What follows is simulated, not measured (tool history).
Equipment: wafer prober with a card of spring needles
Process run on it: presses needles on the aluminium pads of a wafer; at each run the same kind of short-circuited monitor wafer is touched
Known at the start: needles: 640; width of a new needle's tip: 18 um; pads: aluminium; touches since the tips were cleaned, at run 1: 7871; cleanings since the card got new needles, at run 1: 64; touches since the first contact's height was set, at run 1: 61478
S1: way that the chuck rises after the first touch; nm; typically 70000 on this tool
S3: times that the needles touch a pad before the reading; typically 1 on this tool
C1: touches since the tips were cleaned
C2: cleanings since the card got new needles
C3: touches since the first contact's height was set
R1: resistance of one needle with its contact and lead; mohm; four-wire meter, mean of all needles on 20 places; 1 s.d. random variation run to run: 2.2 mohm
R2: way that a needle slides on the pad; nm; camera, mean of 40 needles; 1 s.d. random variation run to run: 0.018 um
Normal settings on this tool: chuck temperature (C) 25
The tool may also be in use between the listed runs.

{"run": 1, "hour": 0.0, "S1": 70000, "chuck temperature (C)": 25, "S3": 1, "C1": 7871, "C2": 64, "C3": 61478, "R1": 247, "R2": 15190}
{"hour": 2.6, "done": "tips cleaned on abrasive film"}
{"run": 2, "hour": 15.4, "S1": 70000, "chuck temperature (C)": 25, "S3": 1, "C1": 7422, "C2": 65, "C3": 70374, "R1": 245, "R2": 15260}
{"hour": 21.4, "done": "tips cleaned on abrasive film"}
{"hour": 38.0, "done": "tips cleaned on abrasive film"}
{"run": 3, "hour": 47.5, "S1": 70000, "chuck temperature (C)": 25, "S3": 1, "C1": 5483, "C2": 67, "C3": 88833, "R1": 245, "R2": 15210}
{"hour": 53.7, "done": "tips cleaned on abrasive film"}
{"run": 4, "hour": 67.4, "S1": 70000, "chuck temperature (C)": 25, "S3": 1, "C1": 7976, "C2": 68, "C3": 100329, "R1": 243, "R2": 15230}
{"hour": 70.4, "done": "tips cleaned on abrasive film"}
{"hour": 86.7, "done": "tips cleaned on abrasive film"}
{"run": 5, "hour": 94.0, "S1": 70000, "chuck temperature (C)": 25, "S3": 1, "C1": 4220, "C2": 70, "C3": 115633, "R1": 250, "R2": 15200}
{"hour": 103.8, "done": "tips cleaned on abrasive film"}
{"hour": 119.6, "done": "tips cleaned on abrasive film"}
{"run": 6, "hour": 124.7, "S1": 70000, "chuck temperature (C)": 25, "S3": 1, "C1": 2939, "C2": 72, "C3": 133299, "R1": 248, "R2": 15230}
{"hour": 137.2, "done": "tips cleaned on abrasive film"}
{"run": 7, "hour": 150.4, "S1": 70000, "chuck temperature (C)": 44, "S3": 1, "C1": 7683, "C2": 73, "C3": 148159, "R1": 253, "R2": 15270}
{"hour": 154.9, "done": "tips cleaned on abrasive film"}
{"hour": 160.6, "done": "height of the first contact set anew"}
{"hour": 170.7, "done": "tips cleaned on abrasive film"}
{"run": 8, "hour": 179.3, "S1": 70000, "chuck temperature (C)": 25, "S3": 3, "C1": 4962, "C2": 75, "C3": 10810, "R1": 245, "R2": 15230}
{"hour": 186.4, "done": "tips cleaned on abrasive film"}
{"run": 9, "hour": 199.0, "S1": 70000, "chuck temperature (C)": 25, "S3": 3, "C1": 7303, "C2": 76, "C3": 22195, "R1": 248, "R2": 15240}
{"hour": 202.3, "done": "tips cleaned on abrasive film"}
{"hour": 220.2, "done": "tips cleaned on abrasive film"}
{"run": 10, "hour": 223.4, "S1": 70000, "chuck temperature (C)": 25, "S3": 3, "C1": 1872, "C2": 78, "C3": 36228, "R1": 247, "R2": 15270}
{"hour": 238.3, "done": "tips cleaned on abrasive film"}
{"run": 11, "hour": 250.2, "S1": 70000, "chuck temperature (C)": 25, "S3": 3, "C1": 6910, "C2": 79, "C3": 51683, "R1": 248, "R2": 15290}
{"hour": 255.4, "done": "tips cleaned on abrasive film"}
{"hour": 271.3, "done": "tips cleaned on abrasive film"}
{"run": 12, "hour": 285.2, "S1": 70000, "chuck temperature (C)": 25, "S3": 3, "C1": 8047, "C2": 81, "C3": 71853, "R1": 245, "R2": 15280}
{"hour": 287.7, "done": "tips cleaned on abrasive film"}
{"hour": 303.7, "done": "tips cleaned on abrasive film"}
{"run": 13, "hour": 314.0, "S1": 62000, "chuck temperature (C)": 25, "S3": 1, "C1": 5934, "C2": 83, "C3": 88423, "R1": 252, "R2": 13550}
{"hour": 320.7, "done": "tips cleaned on abrasive film"}
{"run": 14, "hour": 330.3, "S1": 62000, "chuck temperature (C)": 25, "S3": 2, "C1": 5594, "C2": 84, "C3": 97835, "R1": 249, "R2": 13560}
{"hour": 337.8, "done": "tips cleaned on abrasive film"}
{"run": 15, "hour": 348.2, "S1": 62000, "chuck temperature (C)": 25, "S3": 2, "C1": 6011, "C2": 85, "C3": 108151, "R1": 251, "R2": 13550}
{"hour": 353.9, "done": "tips cleaned on abrasive film"}
{"hour": 370.9, "done": "tips cleaned on abrasive film"}
{"run": 16, "hour": 374.1, "S1": 70000, "chuck temperature (C)": 25, "S3": 1, "C1": 1869, "C2": 87, "C3": 123061, "R1": 248, "R2": 15310}
{"hour": 387.4, "done": "tips cleaned on abrasive film"}
{"hour": 403.5, "done": "tips cleaned on abrasive film"}
{"run": 17, "hour": 410.9, "S1": 84000, "chuck temperature (C)": 25, "S3": 1, "C1": 4247, "C2": 89, "C3": 144244, "R1": 244, "R2": 18440}
{"hour": 421.3, "done": "tips cleaned on abrasive film"}
{"hour": 429.0, "done": "height of the first contact set anew"}
{"run": 18, "hour": 434.5, "S1": 79000, "chuck temperature (C)": 33, "S3": 1, "C1": 7480, "C2": 90, "C3": 3155, "R1": 252, "R2": 17300}
{"hour": 439.0, "done": "tips cleaned on abrasive film"}
{"hour": 455.7, "done": "tips cleaned on abrasive film"}
{"hour": 472.4, "done": "tips cleaned on abrasive film"}
{"run": 19, "hour": 472.8, "S1": 65000, "chuck temperature (C)": 112, "S3": 1, "C1": 230, "C2": 93, "C3": 25230, "R1": 274, "R2": 14220}

Run 20 is up next; what results do you expect?
{"hour": 490.5, "done": "tips cleaned on abrasive film"}
{"run": 20, "hour": 494.7, "S1": 65000, "chuck temperature (C)": 120, "S3": 1, "C1": 2421, "C2": 94, "C3": 37834, "R1": "?", "R2": "?"}

R1: 279 mohm
R2: 14250 nm
The same run, on a tool lacking any hidden state, would have yielded R1 279 mohm, R2 14090 nm.

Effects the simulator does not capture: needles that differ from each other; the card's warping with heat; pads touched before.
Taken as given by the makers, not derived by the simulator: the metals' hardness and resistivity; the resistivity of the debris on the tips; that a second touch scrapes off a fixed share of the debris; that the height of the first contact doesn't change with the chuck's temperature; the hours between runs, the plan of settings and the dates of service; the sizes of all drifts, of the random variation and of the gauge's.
